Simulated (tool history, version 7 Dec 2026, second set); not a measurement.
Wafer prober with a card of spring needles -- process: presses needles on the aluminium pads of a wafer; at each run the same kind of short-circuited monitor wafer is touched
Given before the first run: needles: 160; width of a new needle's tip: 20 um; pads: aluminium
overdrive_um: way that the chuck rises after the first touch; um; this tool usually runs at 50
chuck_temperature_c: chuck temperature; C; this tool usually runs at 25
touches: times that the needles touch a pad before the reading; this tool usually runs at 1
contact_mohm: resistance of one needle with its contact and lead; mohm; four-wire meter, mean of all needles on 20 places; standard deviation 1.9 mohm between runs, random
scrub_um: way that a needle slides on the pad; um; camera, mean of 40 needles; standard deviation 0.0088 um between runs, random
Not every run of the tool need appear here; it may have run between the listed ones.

{"run": 1, "hour": 0.0, "overdrive_um": 50, "chuck_temperature_c": 25, "touches": 1, "contact_mohm": 209, "scrub_um": 10.883}
{"hour": 19.8, "done": "tips cleaned on abrasive film"}
{"run": 2, "hour": 19.8, "overdrive_um": 50, "chuck_temperature_c": 25, "touches": 1, "contact_mohm": 205, "scrub_um": 10.855}
{"hour": 39.9, "done": "tips cleaned on abrasive film"}
{"run": 3, "hour": 40.0, "overdrive_um": 50, "chuck_temperature_c": 25, "touches": 1, "contact_mohm": 213, "scrub_um": 10.828}
{"hour": 62.9, "done": "tips cleaned on abrasive film"}
{"run": 4, "hour": 67.3, "overdrive_um": 50, "chuck_temperature_c": 25, "touches": 1, "contact_mohm": 234, "scrub_um": 10.819}
{"hour": 86.0, "done": "tips cleaned on abrasive film"}
{"hour": 106.9, "done": "tips cleaned on abrasive film"}
{"run": 5, "hour": 110.5, "overdrive_um": 50, "chuck_temperature_c": 25, "touches": 1, "contact_mohm": 236, "scrub_um": 10.785}
{"hour": 128.0, "done": "tips cleaned on abrasive film"}
{"run": 6, "hour": 132.8, "overdrive_um": 50, "chuck_temperature_c": 25, "touches": 2, "contact_mohm": 228, "scrub_um": 10.776}
{"hour": 136.5, "done": "height of the first contact set anew"}
{"hour": 148.4, "done": "tips cleaned on abrasive film"}
{"hour": 171.3, "done": "tips cleaned on abrasive film"}
{"run": 7, "hour": 181.3, "overdrive_um": 50, "chuck_temperature_c": 25, "touches": 2, "contact_mohm": 233, "scrub_um": 10.865}
{"hour": 195.0, "done": "tips cleaned on abrasive film"}
{"hour": 215.6, "done": "tips cleaned on abrasive film"}
{"run": 8, "hour": 227.8, "overdrive_um": 50, "chuck_temperature_c": 25, "touches": 2, "contact_mohm": 235, "scrub_um": 10.829}
{"hour": 238.6, "done": "tips cleaned on abrasive film"}
{"hour": 259.5, "done": "tips cleaned on abrasive film"}
{"run": 9, "hour": 262.9, "overdrive_um": 50, "chuck_temperature_c": 25, "touches": 2, "contact_mohm": 227, "scrub_um": 10.819}
{"hour": 279.7, "done": "tips cleaned on abrasive film"}
{"hour": 302.0, "done": "tips cleaned on abrasive film"}
{"run": 10, "hour": 306.4, "overdrive_um": 50, "chuck_temperature_c": 25, "touches": 2, "contact_mohm": 226, "scrub_um": 10.775}
{"hour": 317.3, "done": "height of the first contact set anew"}
{"hour": 324.0, "done": "tips cleaned on abrasive film"}
{"hour": 344.7, "done": "tips cleaned on abrasive film"}
{"run": 11, "hour": 350.5, "overdrive_um": 50, "chuck_temperature_c": 25, "touches": 2, "contact_mohm": 227, "scrub_um": 10.874}
{"hour": 364.5, "done": "tips cleaned on abrasive film"}
{"hour": 386.1, "done": "tips cleaned on abrasive film"}
{"run": 12, "hour": 398.5, "overdrive_um": 50, "chuck_temperature_c": 25, "touches": 2, "contact_mohm": 239, "scrub_um": 10.837}
{"hour": 407.1, "done": "tips cleaned on abrasive film"}
{"run": 13, "hour": 425.3, "overdrive_um": 50, "chuck_temperature_c": 25, "touches": 1, "contact_mohm": 261, "scrub_um": 10.83}
{"hour": 427.4, "done": "tips cleaned on abrasive film"}
{"hour": 450.2, "done": "tips cleaned on abrasive film"}
{"run": 14, "hour": 462.4, "overdrive_um": 50, "chuck_temperature_c": 36, "touches": 1, "contact_mohm": 259, "scrub_um": 10.795}
{"hour": 472.6, "done": "tips cleaned on abrasive film"}
{"hour": 492.5, "done": "tips cleaned on abrasive film"}
{"run": 15, "hour": 497.2, "overdrive_um": 49, "chuck_temperature_c": 36, "touches": 1, "contact_mohm": 248, "scrub_um": 10.545}
{"hour": 501.9, "done": "height of the first contact set anew"}
{"hour": 515.4, "done": "tips cleaned on abrasive film"}
{"run": 16, "hour": 518.9, "overdrive_um": 39, "chuck_temperature_c": 25, "touches": 1, "contact_mohm": 248, "scrub_um": 8.47}
{"hour": 535.4, "done": "tips cleaned on abrasive film"}
{"run": 17, "hour": 551.8, "overdrive_um": 50, "chuck_temperature_c": 124, "touches": 2, "contact_mohm": 259, "scrub_um": 10.865}
{"hour": 556.3, "done": "tips cleaned on abrasive film"}
{"hour": 578.5, "done": "tips cleaned on abrasive film"}
{"run": 18, "hour": 578.8, "overdrive_um": 50, "chuck_temperature_c": 124, "touches": 2, "contact_mohm": 232, "scrub_um": 10.862}
{"hour": 598.6, "done": "tips cleaned on abrasive film"}
{"run": 19, "hour": 604.0, "overdrive_um": 50, "chuck_temperature_c": 52, "touches": 2, "contact_mohm": 235, "scrub_um": 10.849}
{"hour": 620.0, "done": "tips cleaned on abrasive film"}
{"run": 20, "hour": 633.8, "overdrive_um": 50, "chuck_temperature_c": 52, "touches": 2, "contact_mohm": 242, "scrub_um": 10.831}
{"hour": 643.8, "done": "tips cleaned on abrasive film"}
{"run": 21, "hour": 662.3, "overdrive_um": 50, "chuck_temperature_c": 40, "touches": 2, "contact_mohm": 244, "scrub_um": 10.814}
{"hour": 666.8, "done": "tips cleaned on abrasive film"}
{"hour": 683.7, "done": "height of the first contact set anew"}
{"run": 22, "hour": 684.2, "overdrive_um": 68, "chuck_temperature_c": 98, "touches": 1, "contact_mohm": 250, "scrub_um": 14.821}
{"hour": 688.6, "done": "tips cleaned on abrasive film"}
{"hour": 709.3, "done": "tips cleaned on abrasive film"}
{"run": 23, "hour": 714.0, "overdrive_um": 54, "chuck_temperature_c": 30, "touches": 2, "contact_mohm": 223, "scrub_um": 11.74}
{"hour": 730.2, "done": "tips cleaned on abrasive film"}
{"run": 24, "hour": 742.2, "overdrive_um": 54, "chuck_temperature_c": 30, "touches": 2, "contact_mohm": 234, "scrub_um": 11.726}
{"hour": 751.3, "done": "tips cleaned on abrasive film"}
{"hour": 773.0, "done": "tips cleaned on abrasive film"}
{"run": 25, "hour": 786.8, "overdrive_um": 54, "chuck_temperature_c": 30, "touches": 2, "contact_mohm": 232, "scrub_um": 11.7}
{"hour": 795.2, "done": "tips cleaned on abrasive film"}
{"hour": 815.2, "done": "tips cleaned on abrasive film"}
{"run": 26, "hour": 817.3, "overdrive_um": 50, "chuck_temperature_c": 25, "touches": 1, "contact_mohm": 231, "scrub_um": 10.786}
{"hour": 836.2, "done": "tips cleaned on abrasive film"}
{"run": 27, "hour": 842.9, "overdrive_um": 55, "chuck_temperature_c": 49, "touches": 1, "contact_mohm": 247, "scrub_um": 11.865}
{"hour": 856.9, "done": "tips cleaned on abrasive film"}
{"hour": 864.7, "done": "height of the first contact set anew"}
{"hour": 879.8, "done": "tips cleaned on abrasive film"}
{"run": 28, "hour": 880.4, "overdrive_um": 55, "chuck_temperature_c": 49, "touches": 1, "contact_mohm": 221, "scrub_um": 11.981}
{"hour": 901.5, "done": "tips cleaned on abrasive film"}
{"run": 29, "hour": 911.9, "overdrive_um": 50, "chuck_temperature_c": 25, "touches": 1, "contact_mohm": 259, "scrub_um": 10.852}
{"hour": 922.1, "done": "tips cleaned on abrasive film"}
{"run": 30, "hour": 935.2, "overdrive_um": 54, "chuck_temperature_c": 47, "touches": 1, "contact_mohm": 257, "scrub_um": 11.739}
{"hour": 942.5, "done": "tips cleaned on abrasive film"}
{"hour": 963.1, "done": "tips cleaned on abrasive film"}
{"run": 31, "hour": 982.1, "overdrive_um": 54, "chuck_temperature_c": 47, "touches": 1, "contact_mohm": 258, "scrub_um": 11.699}

Forecast each of these 4 alternatives for the next run:
{"hour": 984.8, "done": "tips cleaned on abrasive film"}
{"hour": 1007.6, "done": "tips cleaned on abrasive film"}
{"run": "A", "hour": 1020.4, "overdrive_um": 61, "chuck_temperature_c": 54, "touches": 2, "contact_mohm": "?", "scrub_um": "?"}
{"hour": 984.8, "done": "tips cleaned on abrasive film"}
{"hour": 1007.6, "done": "tips cleaned on abrasive film"}
{"run": "B", "hour": 1020.4, "overdrive_um": 31, "chuck_temperature_c": 25, "touches": 1, "contact_mohm": "?", "scrub_um": "?"}
{"hour": 984.8, "done": "tips cleaned on abrasive film"}
{"hour": 1007.6, "done": "tips cleaned on abrasive film"}
{"run": "C", "hour": 1020.4, "overdrive_um": 44, "chuck_temperature_c": 90, "touches": 1, "contact_mohm": "?", "scrub_um": "?"}
{"hour": 984.8, "done": "tips cleaned on abrasive film"}
{"hour": 1007.6, "done": "tips cleaned on abrasive film"}
{"run": "D", "hour": 1020.4, "overdrive_um": 41, "chuck_temperature_c": 35, "touches": 2, "contact_mohm": "?", "scrub_um": "?"}

run=A contact_mohm=229 scrub_um=13.189
run=B contact_mohm=347 scrub_um=6.628
run=C contact_mohm=293 scrub_um=9.488
run=D contact_mohm=260 scrub_um=8.819
What these runs would have given with no unlogged condition in the tool:
run=A contact_mohm=206 scrub_um=13.303
run=B contact_mohm=216 scrub_um=6.741
run=C contact_mohm=230 scrub_um=9.602
run=D contact_mohm=213 scrub_um=8.933
